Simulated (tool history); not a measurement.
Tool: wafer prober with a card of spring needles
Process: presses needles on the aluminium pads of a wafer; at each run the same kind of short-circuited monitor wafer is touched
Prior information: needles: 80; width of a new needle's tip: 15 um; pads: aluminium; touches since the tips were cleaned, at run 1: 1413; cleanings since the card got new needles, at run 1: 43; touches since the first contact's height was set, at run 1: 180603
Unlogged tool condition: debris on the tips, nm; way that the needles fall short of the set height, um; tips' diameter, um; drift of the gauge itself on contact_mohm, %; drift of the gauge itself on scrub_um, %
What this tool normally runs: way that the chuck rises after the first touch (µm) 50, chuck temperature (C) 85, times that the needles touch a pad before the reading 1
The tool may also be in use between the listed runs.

| run | hour | way that the chuck rises after the first touch (µm) | chuck temperature (C) | times that the needles touch a pad before the reading | touches since the tips were cleaned | cleanings since the card got new needles | touches since the first contact's height was set | resistance of one needle with its contact and lead (mohm) | way that a needle slides on the pad (µm) |
|---|---|---|---|---|---|---|---|---|---|
| 1 | 0.0 | 50 | 85 | 1 | 1413 | 43 | 180603 | 272 | 12.58 |
|  | 46.5 | tips cleaned on abrasive film |
| 2 | 50.2 | 50 | 85 | 1 | 596 | 44 | 188622 | 351 | 12.53 |
| 3 | 88.4 | 50 | 85 | 1 | 6710 | 44 | 194736 | 337 | 12.57 |
|  | 101.0 | tips cleaned on abrasive film |
| 4 | 138.6 | 50 | 85 | 1 | 6017 | 45 | 202757 | 313 | 12.51 |
|  | 157.2 | tips cleaned on abrasive film |
|  | 172.0 | tips cleaned on abrasive film, once more |
| 5 | 208.6 | 50 | 85 | 1 | 5864 | 47 | 213930 | 312 | 12.50 |
|  | 226.8 | tips cleaned on abrasive film |
| 6 | 263.3 | 50 | 85 | 1 | 5856 | 48 | 222677 | 314 | 12.43 |
|  | 281.6 | tips cleaned on abrasive film |
| 7 | 296.4 | 50 | 85 | 1 | 2363 | 49 | 227951 | 278 | 12.43 |
|  | 336.9 | tips cleaned on abrasive film |
|  | 337.2 | height of the first contact set anew |
| 8 | 354.8 | 50 | 85 | 2 | 2805 | 50 | 2805 | 263 | 12.95 |
|  | 394.9 | tips cleaned on abrasive film |
| 9 | 417.4 | 50 | 85 | 2 | 3605 | 51 | 12823 | 267 | 12.95 |
|  | 451.6 | tips cleaned on abrasive film |
| 10 | 487.3 | 50 | 85 | 1 | 5710 | 52 | 23986 | 308 | 13.00 |
|  | 506.3 | tips cleaned on abrasive film |
| 11 | 553.3 | 50 | 85 | 1 | 7523 | 53 | 34536 | 320 | 12.94 |
|  | 565.2 | tips cleaned on abrasive film |
| 12 | 612.6 | 50 | 85 | 1 | 7592 | 54 | 44011 | 317 | 12.94 |
|  | 621.9 | tips cleaned on abrasive film |
| 13 | 652.7 | 50 | 85 | 1 | 4932 | 55 | 50416 | 306 | 12.90 |
|  | 677.6 | tips cleaned on abrasive film |
| 14 | 693.8 | 45 | 85 | 1 | 2586 | 56 | 56970 | 295 | 11.57 |
| 15 | 727.2 | 50 | 85 | 2 | 7947 | 56 | 62331 | 285 | 12.88 |
|  | 735.9 | tips cleaned on abrasive film |
| 16 | 789.0 | 50 | 85 | 2 | 8501 | 57 | 72194 | 281 | 12.84 |
|  | 793.4 | tips cleaned on abrasive film |
| 17 | 825.0 | 50 | 85 | 1 | 5052 | 58 | 77947 | 300 | 12.81 |
|  | 849.1 | tips cleaned on abrasive film |
| 18 | 883.1 | 50 | 42 | 2 | 5444 | 59 | 87230 | 266 | 12.85 |
|  | 905.1 | tips cleaned on abrasive film |
| 19 | 946.6 | 50 | 42 | 2 | 6636 | 60 | 97376 | 273 | 12.84 |
|  | 960.6 | tips cleaned on abrasive film |
| 20 | 994.2 | 36 | 85 | 1 | 5379 | 61 | 104987 | 380 | 9.15 |
|  | 1017.0 | tips cleaned on abrasive film |
| 21 | 1025.2 | 50 | 35 | 1 | 1323 | 62 | 109930 | 252 | 12.74 |
|  | 1072.5 | tips cleaned on abrasive film |
| 22 | 1091.6 | 43 | 43 | 2 | 3061 | 63 | 120538 | 269 | 10.91 |
|  | 1126.9 | tips cleaned on abrasive film |
| 23 | 1129.1 | 50 | 35 | 1 | 355 | 64 | 126524 | 234 | 12.74 |
|  | 1185.3 | tips cleaned on abrasive film |
| 24 | 1187.9 | 36 | 85 | 1 | 412 | 65 | 135916 | 270 | 9.09 |
| 25 | 1236.4 | 50 | 85 | 3 | 8181 | 65 | 143685 | 264 | 12.71 |
|  | 1239.6 | tips cleaned on abrasive film |
| 26 | 1268.8 | 38 | 59 | 2 | 4675 | 66 | 148860 | 306 | 9.56 |
|  | 1296.4 | tips cleaned on abrasive film |
| 27 | 1336.0 | 38 | 36 | 2 | 6336 | 67 | 159598 | 322 | 9.53 |
|  | 1356.5 | tips cleaned on abrasive film |
| 28 | 1373.2 | 36 | 36 | 2 | 2678 | 68 | 165542 | 291 | 9.02 |
|  | 1411.1 | tips cleaned on abrasive film |
| 29 | 1411.1 | 36 | 36 | 2 | 0 | 69 | 171589 | 230 | 8.97 |
| 30 | 1458.6 | 45 | 32 | 1 | 7600 | 69 | 179189 | 336 | 11.30 |
|  | 1465.7 | tips cleaned on abrasive film |
| 31 | 1489.8 | 58 | 85 | 1 | 3870 | 70 | 184175 | 281 | 14.63 |
|  | 1521.6 | tips cleaned on abrasive film |
| 32 | 1545.3 | 58 | 67 | 2 | 3778 | 71 | 193027 | 257 | 14.65 |
|  | 1581.3 | tips cleaned on abrasive film |
| 33 | 1611.0 | 53 | 50 | 1 | 4753 | 72 | 203539 | 293 | 13.34 |

Here are 3 independent what-if runs from the current tool condition. What would each one return?
|  | 1636.8 | tips cleaned on abrasive film |
| A | 1679.3 | 49 | 83 | 1 | 6791 | 73 | 214444 | ? | ? |
|  | 1636.8 | tips cleaned on abrasive film |
| B | 1679.3 | 41 | 50 | 3 | 6791 | 73 | 214444 | ? | ? |
|  | 1636.8 | tips cleaned on abrasive film |
| C | 1679.3 | 62 | 50 | 1 | 6791 | 73 | 214444 | ? | ? |

| run | resistance of one needle with its contact and lead (mohm) | way that a needle slides on the pad (µm) |
|---|---|---|
| A | 329 | 12.30 |
| B | 280 | 10.22 |
| C | 283 | 15.70 |
Had the tool no hidden state, the same runs would have come out as:
| run | resistance of one needle with its contact and lead (mohm) | way that a needle slides on the pad (µm) |
|---|---|---|
| A | 229 | 12.74 |
| B | 225 | 10.66 |
| C | 216 | 16.14 |
